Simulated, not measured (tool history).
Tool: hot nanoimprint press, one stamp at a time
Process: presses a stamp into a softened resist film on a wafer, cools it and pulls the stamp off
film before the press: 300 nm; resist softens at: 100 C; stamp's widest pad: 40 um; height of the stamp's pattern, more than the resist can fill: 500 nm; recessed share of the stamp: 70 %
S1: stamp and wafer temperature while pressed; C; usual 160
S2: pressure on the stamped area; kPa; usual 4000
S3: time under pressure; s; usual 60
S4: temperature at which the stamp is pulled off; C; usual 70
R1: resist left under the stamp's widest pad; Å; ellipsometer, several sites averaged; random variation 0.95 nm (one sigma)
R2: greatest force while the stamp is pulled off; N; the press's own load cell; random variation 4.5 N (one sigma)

run 1 hour=0 | S1=160 S2=4000 S3=60 S4=70 | R1=1335 R2=219
-- hour=12.2 stamp cleaned and given a new release coat
run 2 hour=49.8 | S1=160 S2=4000 S3=60 S4=70 | R1=1358 R2=212
run 3 hour=89.9 | S1=160 S2=4000 S3=47 S4=70 | R1=1459 R2=212
run 4 hour=118.4 | S1=160 S2=4000 S3=45 S4=70 | R1=1495 R2=216
run 5 hour=160.1 | S1=150 S2=4000 S3=60 S4=70 | R1=1903 R2=219
run 6 hour=206.6 | S1=150 S2=4000 S3=60 S4=70 | R1=1940 R2=228
run 7 hour=231.6 | S1=150 S2=4000 S3=60 S4=70 | R1=1923 R2=215
run 8 hour=270.5 | S1=149 S2=4000 S3=60 S4=70 | R1=1970 R2=218
run 9 hour=316.7 | S1=149 S2=4000 S3=60 S4=70 | R1=1967 R2=224
run 10 hour=351.8 | S1=160 S2=4000 S3=60 S4=70 | R1=1359 R2=224
-- hour=382.1 stamp cleaned and given a new release coat
run 11 hour=397.6 | S1=160 S2=4000 S3=60 S4=70 | R1=1365 R2=215
run 12 hour=444.8 | S1=160 S2=4000 S3=60 S4=70 | R1=1339 R2=221
run 13 hour=472.2 | S1=160 S2=4000 S3=60 S4=70 | R1=1339 R2=214
run 14 hour=504.3 | S1=160 S2=4000 S3=60 S4=70 | R1=1325 R2=222
run 15 hour=553.4 | S1=160 S2=4000 S3=60 S4=70 | R1=1335 R2=218
run 16 hour=576.2 | S1=169 S2=4000 S3=60 S4=73 | R1=998 R2=203
run 17 hour=626.8 | S1=160 S2=4050 S3=88 S4=70 | R1=1167 R2=220
run 18 hour=669.1 | S1=160 S2=4050 S3=88 S4=70 | R1=1178 R2=221
run 19 hour=701.1 | S1=160 S2=4000 S3=46 S4=70 | R1=1451 R2=212
run 20 hour=733.3 | S1=160 S2=4830 S3=46 S4=60 | R1=1326 R2=278
-- hour=751.7 stamp cleaned and given a new release coat
run 21 hour=792 | S1=160 S2=4830 S3=63 S4=60 | R1=1187 R2=282
run 22 hour=827.8 | S1=160 S2=4830 S3=63 S4=60 | R1=1204 R2=279
run 23 hour=876.8 | S1=160 S2=4830 S3=63 S4=60 | R1=1185 R2=287
run 24 hour=922.4 | S1=159 S2=5460 S3=45 S4=60 | R1=1292 R2=286
-- hour=934.2 plate thermocouple calibrated
run 25 hour=952.2 | S1=159 S2=5460 S3=45 S4=60 | R1=1305 R2=275
run 26 hour=985.6 | S1=160 S2=3290 S3=60 S4=64 | R1=1520 R2=261
run 27 hour=1032.4 | S1=160 S2=3220 S3=48 S4=73 | R1=1621 R2=201
-- hour=1069.2 press's hydraulic seals changed and the load cell set to zero
run 28 hour=1096.6 | S1=160 S2=4000 S3=30 S4=56 | R1=1663 R2=312
-- hour=1130.6 stamp cleaned and given a new release coat
run 29 hour=1132.5 | S1=160 S2=4000 S3=60 S4=59 | R1=1342 R2=287

Forecast each of these 3 alternatives for the next run:
run A hour=1170.5 | S1=160 S2=4000 S3=57 S4=70 | R1=? R2=?
run B hour=1170.5 | S1=163 S2=4000 S3=73 S4=70 | R1=? R2=?
run C hour=1170.5 | S1=162 S2=2480 S3=60 S4=66 | R1=? R2=?

run=A R1=1375 R2=217
run=B R1=1143 R2=214
run=C R1=1624 R2=246
Without the tool's hidden state the same runs would have given:
run=A R1=1377 R2=217
run=B R1=1145 R2=214
run=C R1=1626 R2=246
